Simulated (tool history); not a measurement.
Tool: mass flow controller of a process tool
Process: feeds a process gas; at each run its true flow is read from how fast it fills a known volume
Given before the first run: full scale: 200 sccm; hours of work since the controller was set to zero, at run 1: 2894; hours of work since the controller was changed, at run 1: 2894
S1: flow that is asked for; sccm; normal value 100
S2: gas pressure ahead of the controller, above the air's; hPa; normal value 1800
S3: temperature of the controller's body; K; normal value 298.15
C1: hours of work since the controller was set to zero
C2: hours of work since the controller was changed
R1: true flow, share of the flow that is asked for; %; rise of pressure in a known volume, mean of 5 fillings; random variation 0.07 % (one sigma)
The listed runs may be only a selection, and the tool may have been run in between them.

Run 1, hour 0: usual settings; C1 2894; C2 2894. Result: R1 97.8 %.
Run 2, hour 97.4: usual settings; C1 2957; C2 2957. Result: R1 97.87 %.
Run 3, hour 174.1: usual settings; C1 3007; C2 3007. Result: R1 97.82 %.
Run 4, hour 270.4: usual settings; C1 3069; C2 3069. Result: R1 97.85 %.
Run 5, hour 322.1: usual settings but S3 295.15 K; C1 3103; C2 3103. Result: R1 97.95 %.
Run 6, hour 428.2: usual settings but S3 300.15 K; C1 3172; C2 3172. Result: R1 97.91 %.
Run 7, hour 519.6: usual settings but S3 300.15 K; C1 3231; C2 3231. Result: R1 97.69 %.
Run 8, hour 632: usual settings but S1 64 sccm, S2 1610 hPa, S3 300.15 K; C1 3304; C2 3304. Result: R1 96.4 %.
Run 9, hour 738.4: usual settings but S1 27 sccm, S2 1430 hPa; C1 3373; C2 3373. Result: R1 92.84 %.
Run 10, hour 857.6: usual settings but S1 194 sccm, S2 2160 hPa; C1 3451; C2 3451. Result: R1 100.24 %.
Run 11, hour 942.7: usual settings; C1 3506; C2 3506. Result: R1 97.76 %.
Run 12, hour 1051.1: usual settings but S1 72 sccm, S2 2060 hPa, S3 297.15 K; C1 3576; C2 3576. Result: R1 96.91 %.
Run 13, hour 1172.8: usual settings but S1 32 sccm, S2 1940 hPa; C1 3655; C2 3655. Result: R1 93.62 %.

Pick out some run-to-run changes in R1. Of each, how much would a tool without hidden state show as well, from the settings, what came in and chance, and how much is left for the hidden state and any gauge scatter not in both results compared?
Hidden conditions of the tool in this case: flow at rest that the sensor doesn't see, % of full scale; true flow over the shown one, %; drift of the gauge itself on true_pct, %.
Run 9 -> 10: S1 27 -> 194, S2 1430 -> 2160. R1 +7.4 %: hidden state +4.22, all else +3.18.
